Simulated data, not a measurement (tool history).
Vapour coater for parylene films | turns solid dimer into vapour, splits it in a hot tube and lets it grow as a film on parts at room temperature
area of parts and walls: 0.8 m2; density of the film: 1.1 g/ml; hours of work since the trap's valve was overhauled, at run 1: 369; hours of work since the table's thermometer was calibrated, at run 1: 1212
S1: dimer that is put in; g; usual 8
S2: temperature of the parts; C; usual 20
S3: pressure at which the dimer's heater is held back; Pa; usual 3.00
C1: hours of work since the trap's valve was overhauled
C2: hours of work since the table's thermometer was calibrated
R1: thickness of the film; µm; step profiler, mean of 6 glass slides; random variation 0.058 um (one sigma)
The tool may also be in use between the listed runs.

Run 1, hour 0.0: usual settings; C1 369; C2 1212. Result: R1 6.27 µm.
Run 2, hour 25.2: usual settings; C1 389; C2 1232. Result: R1 6.18 µm.
At hour 45.6: trap's valve overhauled.
Run 3, hour 46.6: usual settings; C1 1; C2 1246. Result: R1 5.78 µm.
Run 4, hour 71.8: usual settings but S1 4 g; C1 21; C2 1266. Result: R1 2.87 µm.
At hour 114.3: trap's valve overhauled, once more.
Run 5, hour 116.6: usual settings but S1 4 g; C1 2; C2 1298. Result: R1 3.50 µm.
Run 6, hour 139.0: usual settings but S1 4 g; C1 19; C2 1316. Result: R1 3.51 µm.
Run 7, hour 165.5: usual settings but S1 4 g; C1 40; C2 1336. Result: R1 3.48 µm.
Run 8, hour 185.3: usual settings but S2 12 C; C1 56; C2 1352. Result: R1 8.80 µm.
Run 9, hour 207.7: usual settings but S3 2.39 Pa; C1 74; C2 1370. Result: R1 7.24 µm.
Run 10, hour 230.8: usual settings but S3 5.66 Pa; C1 92; C2 1388. Result: R1 6.19 µm.
Run 11, hour 267.5: usual settings but S1 9 g, S3 5.66 Pa; C1 121; C2 1417. Result: R1 6.79 µm.
Run 12, hour 301.0: usual settings but S1 9 g, S3 5.66 Pa; C1 147; C2 1443. Result: R1 6.80 µm.
Run 13, hour 321.6: usual settings but S3 11.46 Pa; C1 163; C2 1460. Result: R1 5.30 µm.
Run 14, hour 358.3: usual settings; C1 192; C2 1488. Result: R1 6.58 µm.
Run 15, hour 385.6: usual settings; C1 214; C2 1510. Result: R1 6.52 µm.
Run 16, hour 418.5: usual settings but S3 10.14 Pa; C1 240; C2 1536. Result: R1 5.25 µm.
Run 17, hour 449.1: usual settings; C1 264; C2 1560. Result: R1 6.51 µm.
Run 18, hour 474.5: usual settings; C1 284; C2 1580. Result: R1 6.37 µm.
Run 19, hour 500.3: usual settings but S3 7.11 Pa; C1 304; C2 1600. Result: R1 5.54 µm.
Run 20, hour 540.7: usual settings but S3 7.11 Pa; C1 336; C2 1632. Result: R1 5.44 µm.
Run 21, hour 563.7: usual settings but S3 7.11 Pa; C1 354; C2 1650. Result: R1 5.34 µm.
Run 22, hour 582.4: usual settings but S3 7.11 Pa; C1 369; C2 1665. Result: R1 5.29 µm.
Run 23, hour 601.2: usual settings but S3 7.11 Pa; C1 384; C2 1680. Result: R1 5.24 µm.
At hour 628.0: trap's valve overhauled.
Run 24, hour 642.2: usual settings but S1 7 g, S2 18 C, S3 7.11 Pa; C1 11; C2 1709. Result: R1 5.86 µm.
Run 25, hour 662.5: usual settings but S1 7 g, S2 18 C, S3 7.11 Pa; C1 27; C2 1725. Result: R1 5.83 µm.
Run 26, hour 688.8: usual settings but S1 10 g, S2 28 C, S3 7.11 Pa; C1 48; C2 1746. Result: R1 5.31 µm.
Run 27, hour 711.4: usual settings but S1 4 g, S2 12 C, S3 7.11 Pa; C1 66; C2 1764. Result: R1 4.30 µm.
Run 28, hour 750.5: usual settings but S1 4 g, S2 12 C, S3 7.11 Pa; C1 97; C2 1795. Result: R1 4.16 µm.
Run 29, hour 778.6: usual settings but S1 9 g, S2 22 C, S3 2.84 Pa; C1 119; C2 1817. Result: R1 7.18 µm.
Run 30, hour 805.7: usual settings but S1 3 g, S2 15 C, S3 4.66 Pa; C1 140; C2 1838. Result: R1 2.92 µm.
Run 31, hour 828.1: usual settings but S1 10 g, S2 21 C, S3 9.19 Pa; C1 158; C2 1856. Result: R1 6.70 µm.
Run 32, hour 856.9: usual settings but S1 10 g, S2 21 C, S3 7.54 Pa; C1 181; C2 1879. Result: R1 6.80 µm.
Run 33, hour 889.0: usual settings but S1 4 g, S2 28 C, S3 2.76 Pa; C1 206; C2 1904. Result: R1 2.43 µm.

Measured less the same run without the tool's hidden state. The same run-to-run variation is in both; the gauge's scatter may not be:
The hidden state here: vapour lost through the trap's worn valve, %; true temperature of the parts over the reading, C; drift of the gauge itself on film_um, %.
run     R1
  1  -0.61
  2  -0.65
  3  -1.06
  4  -0.56
  5  +0.12
  6  +0.10
  7  +0.08
  8  -0.18
  9  +0.08
 10  +0.03
 11  -0.04
 12  -0.11
 13  -0.11
 14  -0.22
 15  -0.27
 16  -0.27
 17  -0.39
 18  -0.44
 19  -0.44
 20  -0.50
 21  -0.54
 22  -0.57
 23  -0.60
 24  +0.22
 25  +0.19
 26  +0.14
 27  +0.09
 28  +0.03
 29  +0.01
 30  -0.02
 31  -0.09
 32  -0.15
 33  -0.07
